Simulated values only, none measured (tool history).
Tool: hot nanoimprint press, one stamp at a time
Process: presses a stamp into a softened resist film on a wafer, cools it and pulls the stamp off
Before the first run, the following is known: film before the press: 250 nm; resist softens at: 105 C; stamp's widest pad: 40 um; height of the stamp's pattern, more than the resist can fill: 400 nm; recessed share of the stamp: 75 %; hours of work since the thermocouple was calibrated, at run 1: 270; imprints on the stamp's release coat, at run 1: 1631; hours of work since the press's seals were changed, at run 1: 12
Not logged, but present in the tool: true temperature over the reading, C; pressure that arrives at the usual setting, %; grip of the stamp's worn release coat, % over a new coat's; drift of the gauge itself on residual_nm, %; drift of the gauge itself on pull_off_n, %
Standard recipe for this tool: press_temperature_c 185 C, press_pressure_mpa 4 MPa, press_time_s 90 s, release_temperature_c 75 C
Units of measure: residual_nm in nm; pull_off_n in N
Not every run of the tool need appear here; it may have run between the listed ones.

run	hour	press_temperature_c	press_pressure_mpa	press_time_s	release_temperature_c	hours of work since the thermocouple was calibrated	imprints on the stamp's release coat	hours of work since the press's seals were changed	residual_nm	pull_off_n
1	0	185	4	90	75	270	1631	12	98.7	158
2	7.6	185	4	90	75	274	1643	16	98.5	157
3	14	185	4	90	75	277	1653	19	98.5	161
4	18.7	185	4	90	64	280	1660	21	98.4	179
5	23.5	185	4	90	64	282	1668	23	98.4	180
6	31	185	4	90	64	286	1680	27	98.1	176
7	39.6	185	4	90	64	290	1693	32	97.9	178
8	47.6	185	4	90	64	294	1705	36	97.8	179
9	54.2	185	4	90	64	298	1716	39	97.4	176
10	63.3	185	4.35	90	75	302	1730	43	93	155
11	70.2	174	2.57	104	61	306	1740	47	178.9	183
12	76.8	186	2.94	54	81	309	1751	50	129.9	149
13	85.1	174	2.85	90	75	313	1764	54	177.7	156
14	90.1	174	2.85	90	75	316	1771	57	177.4	155
15	93.8	174	2.85	90	75	317	1777	59	177.3	153
16	99.3	185	3.68	77	75	320	1786	61	106.8	160
# hour 100.1: gauge calibrated
17	104.8	187	4	90	64	323	1794	64	90	180
18	112.6	183	4.22	148	63	327	1806	68	87.7	177

Pick out some run-to-run changes in residual_nm. Of each, how much would a tool without hidden state show as well, from the settings, what came in and chance, and how much is left for the hidden state and any gauge scatter not in both results compared?
Run 10 -> 11: press_temperature_c 185 -> 174, press_pressure_mpa 4.35 -> 2.57, press_time_s 90 -> 104, release_temperature_c 75 -> 61. residual_nm +85.9 nm: hidden state -1.4, all else +87.3.
Run 16 -> 17: press_temperature_c 185 -> 187, press_pressure_mpa 3.68 -> 4, press_time_s 77 -> 90, release_temperature_c 75 -> 64, gauge calibrated. residual_nm -16.8 nm: hidden state +2.2, all else -19.

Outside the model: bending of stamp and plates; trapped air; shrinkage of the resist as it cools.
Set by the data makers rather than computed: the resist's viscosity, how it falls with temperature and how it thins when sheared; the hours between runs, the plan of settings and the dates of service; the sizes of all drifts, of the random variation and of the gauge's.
